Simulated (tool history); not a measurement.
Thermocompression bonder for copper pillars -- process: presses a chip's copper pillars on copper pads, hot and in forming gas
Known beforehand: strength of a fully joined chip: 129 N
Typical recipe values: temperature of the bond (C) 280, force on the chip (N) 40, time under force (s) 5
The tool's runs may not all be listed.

| run | hour | temperature of the bond (C) | force on the chip (N) | time under force (s) | force that shears a chip off (N) |
|---|---|---|---|---|---|
| 1 | 0 | 280 | 40 | 5 | 83.6 |
| 2 | 14.9 | 280 | 40 | 5 | 84.1 |
| 3 | 25 | 280 | 40 | 5 | 84.1 |
| 4 | 35.9 | 280 | 40 | 5 | 82.5 |
| 5 | 55.1 | 280 | 40 | 5 | 82 |
| 6 | 71.3 | 280 | 40 | 7 | 88.8 |
| 7 | 89.6 | 280 | 40 | 7 | 91.2 |
| 8 | 105.4 | 280 | 40 | 7 | 90.8 |
| 9 | 117.2 | 280 | 40 | 7 | 91.1 |
| 10 | 129.7 | 280 | 40 | 7 | 90 |
| 11 | 138.6 | 280 | 40 | 7 | 91.3 |
| 12 | 159.1 | 280 | 40 | 7 | 92.3 |
| 13 | 179 | 280 | 40 | 7 | 91.9 |
| 14 | 198.8 | 294 | 40 | 7 | 101.4 |
| 15 | 220.4 | 302 | 27 | 13 | 104 |
| 16 | 242 | 306 | 40 | 5 | 106.4 |
| 17 | 254.9 | 306 | 35 | 14 | 119.3 |
| 18 | 275.6 | 270 | 35 | 11 | 84.2 |
| 19 | 287.6 | 260 | 39 | 5 | 61.2 |
| 20 | 304.7 | 260 | 39 | 5 | 62.7 |
| 21 | 322.4 | 271 | 39 | 5 | 72.5 |
| 22 | 335.7 | 271 | 39 | 5 | 71.7 |
| 23 | 352 | 271 | 39 | 5 | 71.6 |
| 24 | 362 | 271 | 46 | 3 | 69.1 |

Consider 3 possible next runs. They are alternatives, not a sequence: every one starts from the tool as it was left by run 24. What does each give?
|  | 372.3 | forming gas filter changed |
| A | 373.4 | 271 | 33 | 5 | ? |
|  | 372.3 | forming gas filter changed |
| B | 373.4 | 275 | 52 | 4 | ? |
|  | 372.3 | forming gas filter changed |
| C | 373.4 | 271 | 46 | 4 | ? |

| run | force that shears a chip off (N) |
|---|---|
| A | 64.8 |
| B | 86.7 |
| C | 75.5 |
With the hidden condition removed and each run's random variation left untouched, the same runs would have given:
| run | force that shears a chip off (N) |
|---|---|
| A | 64.8 |
| B | 86.7 |
| C | 75.5 |
